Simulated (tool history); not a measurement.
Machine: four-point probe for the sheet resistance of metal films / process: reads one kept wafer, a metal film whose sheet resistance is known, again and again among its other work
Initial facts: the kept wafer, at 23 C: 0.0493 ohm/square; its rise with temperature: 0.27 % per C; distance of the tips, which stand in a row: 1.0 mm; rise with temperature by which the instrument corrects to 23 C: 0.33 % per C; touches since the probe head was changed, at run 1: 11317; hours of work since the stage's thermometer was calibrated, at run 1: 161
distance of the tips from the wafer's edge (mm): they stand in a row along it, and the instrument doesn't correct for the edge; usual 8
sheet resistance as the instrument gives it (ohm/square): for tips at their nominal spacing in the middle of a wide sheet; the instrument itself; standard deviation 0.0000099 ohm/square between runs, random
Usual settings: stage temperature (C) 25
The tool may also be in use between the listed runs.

run	day	stage temperature (C)	distance of the tips from the wafer's edge (mm)	touches since the probe head was changed	hours of work since the stage's thermometer was calibrated	sheet resistance as the instrument gives it (ohm/square)
1	0	25	8	11317	161	0.04975
2	1.238	25	8	11699	179	0.049751
3	2.308	25	14	12028	195	0.049475
4	3.604	28	8	12428	214	0.049659
5	4.838	25	8	12809	232	0.04975
6	5.517	25	8	13018	242	0.049754
7	6.492	29	42	13318	257	0.049216
# day 6.588: stage's thermometer calibrated
8	7.892	20	11	13743	19	0.049724
9	8.938	33	74	14066	35	0.049121
10	9.658	29	8	14289	45	0.049644
11	10.933	30	14	14682	64	0.049324

Hidden state at the last listed run before each entry between runs and at the first one after, where it differs:
Between runs 7 and 8: stage's thermometer calibrated (day 6.588)
  inner tips' distance over the nominal, %: 0.172 -> 0.173; tips' flats over new ones', %: 4 -> 5; wafer's true temperature over the reading, C: 0.03 -> 0.04
  measured value less the no-hidden-state value, sheet resistance as the instrument gives it (ohm/square): +0.000095 -> +0.000099
